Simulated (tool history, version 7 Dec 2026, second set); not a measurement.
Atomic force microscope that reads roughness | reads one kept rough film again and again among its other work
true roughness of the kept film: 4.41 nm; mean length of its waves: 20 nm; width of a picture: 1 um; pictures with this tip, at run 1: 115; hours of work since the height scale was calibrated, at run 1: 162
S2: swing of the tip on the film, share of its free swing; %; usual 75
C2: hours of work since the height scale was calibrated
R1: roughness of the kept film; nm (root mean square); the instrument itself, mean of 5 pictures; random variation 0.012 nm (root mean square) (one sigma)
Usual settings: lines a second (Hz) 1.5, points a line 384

Run 1, hour 0: usual settings; pictures with this tip 115; C2 162. Result: R1 2.006 nm (root mean square).
Run 2, hour 10.5: usual settings; pictures with this tip 126; C2 168. Result: R1 1.954 nm (root mean square).
Run 3, hour 16: usual settings but points a line 638; pictures with this tip 132; C2 170. Result: R1 1.939 nm (root mean square).
Run 4, hour 25: usual settings; pictures with this tip 142; C2 175. Result: R1 1.895 nm (root mean square).
Run 5, hour 32.9: usual settings; pictures with this tip 151; C2 179. Result: R1 1.847 nm (root mean square).
Run 6, hour 38.8: usual settings; pictures with this tip 158; C2 182. Result: R1 1.812 nm (root mean square).
Run 7, hour 43.7: usual settings; pictures with this tip 163; C2 184. Result: R1 1.82 nm (root mean square).
Run 8, hour 48.9: usual settings; pictures with this tip 169; C2 187. Result: R1 1.775 nm (root mean square).
Run 9, hour 53.4: usual settings; pictures with this tip 174; C2 189. Result: R1 1.748 nm (root mean square).
Run 10, hour 57.9: usual settings; pictures with this tip 179; C2 191. Result: R1 1.749 nm (root mean square).
Run 11, hour 65.3: usual settings but lines a second (Hz) 3.15; pictures with this tip 187; C2 195. Result: R1 1.564 nm (root mean square).
Run 12, hour 72.8: usual settings but lines a second (Hz) 3.15; pictures with this tip 195; C2 199. Result: R1 1.539 nm (root mean square).
Run 13, hour 78.7: usual settings but lines a second (Hz) 3.15; pictures with this tip 202; C2 202. Result: R1 1.506 nm (root mean square).
Run 14, hour 86: usual settings but S2 71 %; pictures with this tip 210; C2 205. Result: R1 1.679 nm (root mean square).
Run 15, hour 95: usual settings but S2 72 %; pictures with this tip 220; C2 210. Result: R1 1.649 nm (root mean square).
Run 16, hour 99.9: usual settings but S2 72 %; pictures with this tip 225; C2 212. Result: R1 1.634 nm (root mean square).
Run 17, hour 106.3: usual settings but S2 82 %; pictures with this tip 233; C2 216. Result: R1 1.52 nm (root mean square).
Run 18, hour 111.9: usual settings; pictures with this tip 239; C2 218. Result: R1 1.56 nm (root mean square).
Run 19, hour 119.7: usual settings but lines a second (Hz) 2.27, points a line 660; pictures with this tip 247; C2 222. Result: R1 1.472 nm (root mean square).
Run 20, hour 128.1: usual settings but lines a second (Hz) 0.57, S2 60 %, points a line 586; pictures with this tip 257; C2 226. Result: R1 1.665 nm (root mean square).
Run 21, hour 135.9: usual settings but lines a second (Hz) 1.89, S2 85 %, points a line 862; pictures with this tip 265; C2 230. Result: R1 1.366 nm (root mean square).
Run 22, hour 146: usual settings but lines a second (Hz) 1.93, S2 58 %, points a line 720; pictures with this tip 277; C2 235. Result: R1 1.57 nm (root mean square).
Run 23, hour 153.9: usual settings but lines a second (Hz) 0.51, S2 58 %, points a line 437; pictures with this tip 286; C2 239. Result: R1 1.582 nm (root mean square).
Run 24, hour 159.1: usual settings but lines a second (Hz) 3.72, S2 62 %, points a line 847; pictures with this tip 291; C2 242. Result: R1 1.426 nm (root mean square).
Run 25, hour 166.6: usual settings but lines a second (Hz) 1.06, S2 62 %, points a line 393; pictures with this tip 300; C2 246. Result: R1 1.495 nm (root mean square).
Run 26, hour 171.9: usual settings but lines a second (Hz) 1.06, S2 78 %, points a line 899; pictures with this tip 306; C2 248. Result: R1 1.449 nm (root mean square).
Run 27, hour 177.8: usual settings but lines a second (Hz) 1.06, S2 77 %, points a line 436; pictures with this tip 312; C2 251. Result: R1 1.423 nm (root mean square).
Run 28, hour 182.5: usual settings but lines a second (Hz) 1.06, S2 77 %, points a line 436; pictures with this tip 317; C2 254. Result: R1 1.396 nm (root mean square).
Run 29, hour 189.5: usual settings but lines a second (Hz) 0.54, S2 68 %, points a line 840; pictures with this tip 325; C2 257. Result: R1 1.477 nm (root mean square).
Run 30, hour 196.6: usual settings but lines a second (Hz) 3.91, S2 71 %, points a line 820; pictures with this tip 333; C2 261. Result: R1 1.22 nm (root mean square).
Run 31, hour 206.2: usual settings but lines a second (Hz) 0.98; pictures with this tip 344; C2 266. Result: R1 1.355 nm (root mean square).
Run 32, hour 212.3: usual settings but lines a second (Hz) 1.96, S2 74 %, points a line 490; pictures with this tip 350; C2 269. Result: R1 1.286 nm (root mean square).
Run 33, hour 219.7: usual settings but lines a second (Hz) 0.84, S2 74 %, points a line 268; pictures with this tip 359; C2 272. Result: R1 1.324 nm (root mean square).
At hour 225.9: new tip fitted.
Run 34, hour 225.9: usual settings but lines a second (Hz) 1.35, S2 82 %, points a line 268; pictures with this tip 0; C2 275. Result: R1 2.576 nm (root mean square).
Run 35, hour 236.7: usual settings but lines a second (Hz) 1.32, S2 73 %, points a line 373; pictures with this tip 12; C2 281. Result: R1 2.661 nm (root mean square).

Hidden state or all else? Some run-to-run changes of R1, split into what the settings, what came in and random variation would give without the hidden state, and what is left for the hidden state (with any gauge scatter that isn't in both results):
The hidden state here: radius of the tip, nm; height scale over the true one, %; drift of the gauge itself on roughness_nm, %.
Run 20 -> 21: lines a second (Hz) 0.57 -> 1.89, S2 60 -> 85, points a line 586 -> 862. R1 -0.299 nm (root mean square): hidden state +0.199, all else -0.498.
Run 21 -> 22: lines a second (Hz) 1.89 -> 1.93, S2 85 -> 58, points a line 862 -> 720. R1 +0.204 nm (root mean square): hidden state -0.223, all else +0.427.
Run 29 -> 30: lines a second (Hz) 0.54 -> 3.91, S2 68 -> 71, points a line 840 -> 820. R1 -0.257 nm (root mean square): hidden state +0.24, all else -0.497.
Run 33 -> 34: lines a second (Hz) 0.84 -> 1.35, S2 74 -> 82, new tip fitted. R1 +1.252 nm (root mean square): hidden state +1.462, all else -0.21.
